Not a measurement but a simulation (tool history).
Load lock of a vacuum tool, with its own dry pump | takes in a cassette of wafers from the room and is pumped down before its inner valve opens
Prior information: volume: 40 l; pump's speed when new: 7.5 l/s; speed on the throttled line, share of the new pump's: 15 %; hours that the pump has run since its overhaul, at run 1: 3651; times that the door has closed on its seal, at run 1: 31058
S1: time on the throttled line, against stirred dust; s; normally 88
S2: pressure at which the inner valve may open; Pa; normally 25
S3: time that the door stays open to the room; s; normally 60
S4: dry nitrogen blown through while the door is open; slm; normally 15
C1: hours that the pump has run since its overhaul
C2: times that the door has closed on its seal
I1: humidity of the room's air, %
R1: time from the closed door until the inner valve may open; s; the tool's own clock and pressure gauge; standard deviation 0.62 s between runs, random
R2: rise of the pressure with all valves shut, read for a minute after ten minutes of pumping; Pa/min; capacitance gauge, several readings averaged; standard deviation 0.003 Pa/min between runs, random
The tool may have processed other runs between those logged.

run 1 hour=0.0 | S1=88 S2=25 S3=60 S4=15 | C1=3651 C2=31058 | I1=47.4 | R1=120.7 R2=0.135
run 2 hour=139.2 | S1=88 S2=25 S3=60 S4=15 | C1=3790 C2=31363 | I1=46.4 | R1=120.3 R2=0.130
run 3 hour=235.8 | S1=88 S2=25 S3=60 S4=15 | C1=3887 C2=31576 | I1=43.7 | R1=119.8 R2=0.133
run 4 hour=317.4 | S1=88 S2=25 S3=60 S4=15 | C1=3968 C2=31755 | I1=46.7 | R1=121.4 R2=0.133
run 5 hour=437.0 | S1=88 S2=25 S3=60 S4=15 | C1=4088 C2=32017 | I1=47.9 | R1=120.4 R2=0.140
run 6 hour=558.3 | S1=88 S2=25 S3=60 S4=15 | C1=4209 C2=32283 | I1=46.6 | R1=120.6 R2=0.140
run 7 hour=642.7 | S1=88 S2=25 S3=60 S4=15 | C1=4294 C2=32469 | I1=45.6 | R1=120.2 R2=0.141
run 8 hour=754.5 | S1=88 S2=25 S3=60 S4=15 | C1=4406 C2=32714 | I1=44.6 | R1=120.7 R2=0.136
run 9 hour=865.8 | S1=88 S2=25 S3=60 S4=15 | C1=4517 C2=32958 | I1=42.5 | R1=119.7 R2=0.129
run 10 hour=950.0 | S1=88 S2=25 S3=60 S4=15 | C1=4601 C2=33143 | I1=44.5 | R1=121.2 R2=0.137
run 11 hour=1101.2 | S1=88 S2=25 S3=60 S4=15 | C1=4752 C2=33475 | I1=44.9 | R1=120.5 R2=0.138
run 12 hour=1247.4 | S1=88 S2=25 S3=60 S4=15 | C1=4898 C2=33796 | I1=44.6 | R1=121.4 R2=0.141
run 13 hour=1366.1 | S1=88 S2=25 S3=60 S4=15 | C1=5017 C2=34057 | I1=42.6 | R1=120.9 R2=0.142
run 14 hour=1510.0 | S1=88 S2=25 S3=60 S4=15 | C1=5161 C2=34373 | I1=45.1 | R1=121.1 R2=0.146
run 15 hour=1612.3 | S1=88 S2=25 S3=60 S4=25 | C1=5263 C2=34597 | I1=45.1 | R1=121.2 R2=0.134
run 16 hour=1769.7 | S1=88 S2=25 S3=60 S4=25 | C1=5421 C2=34943 | I1=41.9 | R1=120.4 R2=0.128
run 17 hour=1855.3 | S1=88 S2=25 S3=60 S4=25 | C1=5506 C2=35131 | I1=42.9 | R1=120.8 R2=0.138
run 18 hour=1965.6 | S1=88 S2=25 S3=54 S4=15 | C1=5617 C2=35373 | I1=44.6 | R1=121.3 R2=0.145
run 19 hour=2085.4 | S1=88 S2=22 S3=60 S4=15 | C1=5736 C2=35636 | I1=47.6 | R1=121.7 R2=0.153
run 20 hour=2194.5 | S1=50 S2=19 S3=89 S4=10 | C1=5846 C2=35875 | I1=44.4 | R1=90.7 R2=0.167
run 21 hour=2328.5 | S1=149 S2=29 S3=88 S4=14 | C1=5980 C2=36169 | I1=47.2 | R1=171.2 R2=0.160
run 22 hour=2424.8 | S1=149 S2=29 S3=88 S4=14 | C1=6076 C2=36381 | I1=48.3 | R1=172.6 R2=0.168
run 23 hour=2570.7 | S1=98 S2=36 S3=51 S4=23 | C1=6222 C2=36701 | I1=43.5 | R1=127.8 R2=0.145
run 24 hour=2702.2 | S1=88 S2=43 S3=60 S4=15 | C1=6353 C2=36990 | I1=45.1 | R1=118.5 R2=0.161
run 25 hour=2810.2 | S1=45 S2=40 S3=58 S4=7 | C1=6461 C2=37227 | I1=45.8 | R1=82.6 R2=0.172
run 26 hour=2948.2 | S1=129 S2=48 S3=31 S4=15 | C1=6599 C2=37530 | I1=45.7 | R1=151.2 R2=0.150
run 27 hour=3037.0 | S1=129 S2=48 S3=31 S4=15 | C1=6688 C2=37725 | I1=43.0 | R1=151.8 R2=0.148
run 28 hour=3139.0 | S1=104 S2=43 S3=132 S4=10 | C1=6790 C2=37949 | I1=46.0 | R1=132.1 R2=0.189
run 29 hour=3279.1 | S1=88 S2=27 S3=79 S4=15 | C1=6930 C2=38256 | I1=45.2 | R1=121.0 R2=0.170
run 30 hour=3390.1 | S1=88 S2=32 S3=79 S4=4 | C1=7041 C2=38500 | I1=42.5 | R1=120.3 R2=0.190
run 31 hour=3459.4 | S1=74 S2=41 S3=60 S4=4 | C1=7110 C2=38652 | I1=42.1 | R1=107.1 R2=0.179
run 32 hour=3598.8 | S1=88 S2=41 S3=38 S4=15 | C1=7250 C2=38958 | I1=42.2 | R1=118.8 R2=0.156
run 33 hour=3701.3 | S1=84 S2=22 S3=129 S4=5 | C1=7352 C2=39183 | I1=45.4 | R1=118.4 R2=0.200
run 34 hour=3816.0 | S1=84 S2=18 S3=129 S4=7 | C1=7467 C2=39435 | I1=48.0 | R1=120.0 R2=0.200
run 35 hour=3914.0 | S1=88 S2=25 S3=129 S4=15 | C1=7565 C2=39650 | I1=45.7 | R1=121.4 R2=0.186
run 36 hour=3986.0 | S1=115 S2=25 S3=129 S4=26 | C1=7637 C2=39808 | I1=43.0 | R1=144.3 R2=0.168
run 37 hour=4071.1 | S1=111 S2=26 S3=165 S4=31 | C1=7722 C2=39995 | I1=45.6 | R1=140.2 R2=0.166

4 options for the next run, each taken on its own from the tool as it stands now. Forecast them:
run A hour=4180.9 | S1=88 S2=49 S3=60 S4=18 | C1=7832 C2=40236 | I1=47.4 | R1=? R2=?
run B hour=4180.9 | S1=66 S2=25 S3=137 S4=15 | C1=7832 C2=40236 | I1=43.0 | R1=? R2=?
run C hour=4180.9 | S1=88 S2=27 S3=60 S4=15 | C1=7832 C2=40236 | I1=45.8 | R1=? R2=?
run D hour=4180.9 | S1=78 S2=26 S3=33 S4=20 | C1=7832 C2=40236 | I1=46.4 | R1=? R2=?

run=A R1=118.6 R2=0.172
run=B R1=103.0 R2=0.189
run=C R1=120.7 R2=0.176
run=D R1=114.3 R2=0.161
What these runs would have given with no unlogged condition in the tool:
run=A R1=116.2 R2=0.054
run=B R1=100.0 R2=0.072
run=C R1=118.1 R2=0.059
run=D R1=111.5 R2=0.043
